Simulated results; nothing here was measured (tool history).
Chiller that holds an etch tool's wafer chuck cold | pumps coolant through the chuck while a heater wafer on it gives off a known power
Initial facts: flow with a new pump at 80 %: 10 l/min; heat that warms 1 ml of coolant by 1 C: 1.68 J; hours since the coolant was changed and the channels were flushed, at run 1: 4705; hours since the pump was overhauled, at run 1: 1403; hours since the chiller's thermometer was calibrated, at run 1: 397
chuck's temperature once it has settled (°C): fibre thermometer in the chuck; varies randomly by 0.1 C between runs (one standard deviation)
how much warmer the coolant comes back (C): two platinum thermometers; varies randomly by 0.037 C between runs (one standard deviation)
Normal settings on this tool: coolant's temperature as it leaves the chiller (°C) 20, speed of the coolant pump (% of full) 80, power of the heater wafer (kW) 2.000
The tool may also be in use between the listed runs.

run     day  coolant's temperature as it leaves the chiller (°C)  speed of the coolant pump (% of full)  power of the heater wafer (kW)  hours since the coolant was changed and the channels were flushed  hours since the pump was overhauled  hours since the chiller's thermometer was calibrated  chuck's temperature once it has settled (°C)  how much warmer the coolant comes back (C)
  1   0.000                                                   20                                     80                           2.000                                                               4705                                 1403                                                   397                                          35.2                                        7.19
  2   0.888                                                   20                                     80                           2.000                                                               4727                                 1425                                                   418                                          35.0                                        7.13
  3   2.471                                                   10                                     80                           2.000                                                               4765                                 1463                                                   456                                          25.3                                        7.13
  4   4.162                                                   20                                     80                           2.283                                                               4805                                 1503                                                   497                                          37.4                                        8.08
  5   5.154                                                   20                                     80                           2.283                                                               4829                                 1527                                                   521                                          37.3                                        8.18
  6   6.483                                                   20                                     80                           1.488                                                               4861                                 1559                                                   553                                          31.2                                        5.36
  7   7.346                                                   20                                     80                           1.488                                                               4882                                 1580                                                   573                                          31.4                                        5.33
  8   8.967                                                   20                                     80                           1.488                                                               4921                                 1618                                                   612                                          31.3                                        5.37
  9  10.375                                                   20                                     80                           2.000                                                               4954                                 1652                                                   646                                          35.1                                        7.22
 10  11.571                                                   20                                     80                           2.000                                                               4983                                 1681                                                   675                                          35.2                                        7.15
 11  12.917                                                   20                                     70                           2.000                                                               5015                                 1713                                                   707                                          37.1                                        8.11
 12  13.967                                                   20                                     80                           2.000                                                               5041                                 1738                                                   732                                          35.3                                        7.13
 13  15.088                                                   20                                     99                           2.000                                                               5068                                 1765                                                   759                                          32.5                                        5.81
 14  16.871                                                   20                                     99                           2.000                                                               5110                                 1808                                                   802                                          32.4                                        5.85
 15  18.421                                                   20                                     99                           2.000                                                               5148                                 1845                                                   839                                          32.6                                        5.82
 16  19.817                                                   20                                     99                           2.000                                                               5181                                 1879                                                   873                                          32.7                                        5.85
 17  21.271                                                   20                                     80                           1.797                                                               5216                                 1914                                                   907                                          33.8                                        6.42
 18  22.171                                                   20                                     80                           1.797                                                               5238                                 1935                                                   929                                          33.7                                        6.35
 19  23.346                                                   20                                     80                           1.797                                                               5266                                 1964                                                   957                                          33.8                                        6.42
 20  25.017                                                   16                                     99                           2.637                                                               5306                                 2004                                                   997                                          32.6                                        7.65
 21  25.862                                                   20                                     83                           2.000                                                               5326                                 2024                                                  1018                                          34.7                                        6.90
 22  26.900                                                   20                                     83                           2.000                                                               5351                                 2049                                                  1042                                          34.9                                        6.93
 23  27.821                                                   15                                    100                           2.751                                                               5373                                 2071                                                  1065                                          32.2                                        8.01
 24  29.012                                                   25                                     85                           1.670                                                               5402                                 2100                                                  1093                                          37.1                                        5.67
 25  30.475                                                   19                                     61                           1.212                                                               5437                                 2135                                                  1128                                          30.8                                        5.64
 26  32.342                                                   20                                     73                           2.000                                                               5482                                 2179                                                  1173                                          36.5                                        7.86
 27  33.758                                                   20                                     86                           1.460                                                               5516                                 2213                                                  1207                                          30.5                                        4.88
 28  35.408                                                   20                                    100                           1.299                                                               5555                                 2253                                                  1247                                          28.2                                        3.73
 29  37.183                                                   13                                     60                           2.000                                                               5598                                 2296                                                  1289                                          32.6                                        9.42
 30  38.688                                                   20                                     88                           2.789                                                               5634                                 2332                                                  1325                                          39.5                                        9.13
 31  39.708                                                   21                                     80                           1.814                                                               5658                                 2356                                                  1350                                          34.9                                        6.49
 32  40.825                                                   21                                     80                           1.814                                                               5685                                 2383                                                  1377                                          34.9                                        6.45
 33  41.596                                                   11                                     99                           1.635                                                               5704                                 2402                                                  1395                                          21.2                                        4.72

Here are 3 independent what-if runs from the current tool condition. What would each one return?
  A  43.388                                                   11                                     74                           1.635                                                               5747                                 2445                                                  1438                                             ?                                           ?
  B  43.388                                                   19                                     98                           1.888                                                               5747                                 2445                                                  1438                                             ?                                           ?
  C  43.388                                                   23                                     63                           2.117                                                               5747                                 2445                                                  1438                                             ?                                           ?

run  chuck's temperature once it has settled (°C)  how much warmer the coolant comes back (C)
  A                                          24.4                                        6.33
  B                                          30.8                                        5.48
  C                                          43.1                                        9.60
Without the tool's unlogged condition, the same runs would have read:
run  chuck's temperature once it has settled (°C)  how much warmer the coolant comes back (C)
  A                                          24.4                                        6.33
  B                                          30.8                                        5.48
  C                                          43.1                                        9.60
